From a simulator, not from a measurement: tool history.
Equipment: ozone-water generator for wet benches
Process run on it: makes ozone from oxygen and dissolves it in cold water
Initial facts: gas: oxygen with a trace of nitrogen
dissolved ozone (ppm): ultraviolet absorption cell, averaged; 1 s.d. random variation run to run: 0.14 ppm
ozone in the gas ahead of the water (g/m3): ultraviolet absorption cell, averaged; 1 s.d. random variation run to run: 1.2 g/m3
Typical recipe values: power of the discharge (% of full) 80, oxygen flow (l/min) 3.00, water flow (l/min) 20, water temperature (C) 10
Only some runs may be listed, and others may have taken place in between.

run    hour  power of the discharge (% of full)  oxygen flow (l/min)  water flow (l/min)  water temperature (C)  dissolved ozone (ppm)  ozone in the gas ahead of the water (g/m3)
  1     0.0                                  80                 3.00                  20                     10                   15.7                                       204.0
  2    30.5                                  80                 3.00                  20                     10                   15.5                                       204.2
  3    74.4                                  80                 3.00                  20                     10                   15.7                                       203.7
  4   140.5                                  80                 3.00                  20                     10                   15.8                                       203.7
  5   182.3                                  80                 3.00                  20                     10                   15.4                                       201.7
  6   223.5                                  80                 3.00                  20                     10                   15.6                                       204.3
  7   261.4                                  80                 3.00                  20                     10                   15.5                                       204.4
  8   325.3                                  80                 3.00                  20                     10                   15.4                                       202.4
  9   364.9                                  80                 3.00                  20                     10                   15.1                                       203.7
 10   417.3                                  80                 3.00                  20                     10                   15.2                                       202.5
 11   477.7                                  80                 3.00                  20                     10                   15.3                                       203.4
 12   522.7                                  80                 3.00                  19                     10                   16.0                                       199.3
 13   560.1                                  80                 5.20                  20                     10                   16.5                                       153.4
 14   596.3                                  80                 5.20                  20                     10                   16.6                                       152.4
 15   647.2                                  80                 3.00                  20                      8                   15.4                                       201.7
 16   691.5                                  80                 3.00                  13                     10                   22.6                                       200.5
 17   729.3                                  80                 2.09                  20                     10                   14.1                                       241.1
 18   759.8                                  80                 2.42                  18                     10                   15.9                                       223.5
 19   786.8                                  80                 1.62                  20                      9                   13.0                                       271.7
 20   824.4                                  50                 1.66                  17                     15                   11.6                                       215.2
 21   877.4                                  50                 1.66                  17                     15                   11.7                                       214.2
 22   923.1                                  63                 2.20                  31                     16                    7.3                                       208.8
 23   962.4                                  48                 2.81                  25                      7                    9.5                                       162.3
 24  1013.6                                  80                 2.81                  25                      7                   12.5                                       206.6
 25  1053.6                                  80                 3.00                  28                      6                   11.4                                       200.5
 26  1105.4                                  80                 3.00                  15                      9                   20.0                                       200.6
 27  1156.2                                  80                 3.00                  20                      8                   15.7                                       198.3
 28  1213.2                                  80                 3.00                  20                      8                   15.7                                       200.5
 29  1245.5                                  80                 3.48                  23                      9                   14.0                                       182.4
 30  1298.4                                  61                 3.00                  20                     16                   12.6                                       174.0
 31  1342.0                                  61                 3.00                  20                     16                   12.4                                       173.7
 32  1372.1                                  61                 3.55                  20                      6                   14.5                                       159.7
 33  1421.6                                  61                 3.55                  20                      6                   14.6                                       159.4

Removed from this log: 2 entries logged between the listed runs. Between which two listed runs does each belong, and how does the tool's hidden state at the listed run before it compare with that at the listed run after it?
In the gap between runs 21 and 22: contactor cleaned (hour 887.0)
  contactor's efficiency, % of a clean one's: 93.3 -> 89.5
  measured less the result without the state, dissolved ozone (ppm): -1.0 -> -1.0; ozone in the gas ahead of the water (g/m3): -10.1 -> -11.4
In the gap between runs 23 and 24: contactor cleaned, once more (hour 1003.4)
  yield of the discharge, % of new electrodes': 94.5 -> 94.4; contactor's efficiency, % of a clean one's: 89.5 -> 98.7
  measured less the result without the state, dissolved ozone (ppm): -1.0 -> -0.9; ozone in the gas ahead of the water (g/m3): -7.6 -> -13.1

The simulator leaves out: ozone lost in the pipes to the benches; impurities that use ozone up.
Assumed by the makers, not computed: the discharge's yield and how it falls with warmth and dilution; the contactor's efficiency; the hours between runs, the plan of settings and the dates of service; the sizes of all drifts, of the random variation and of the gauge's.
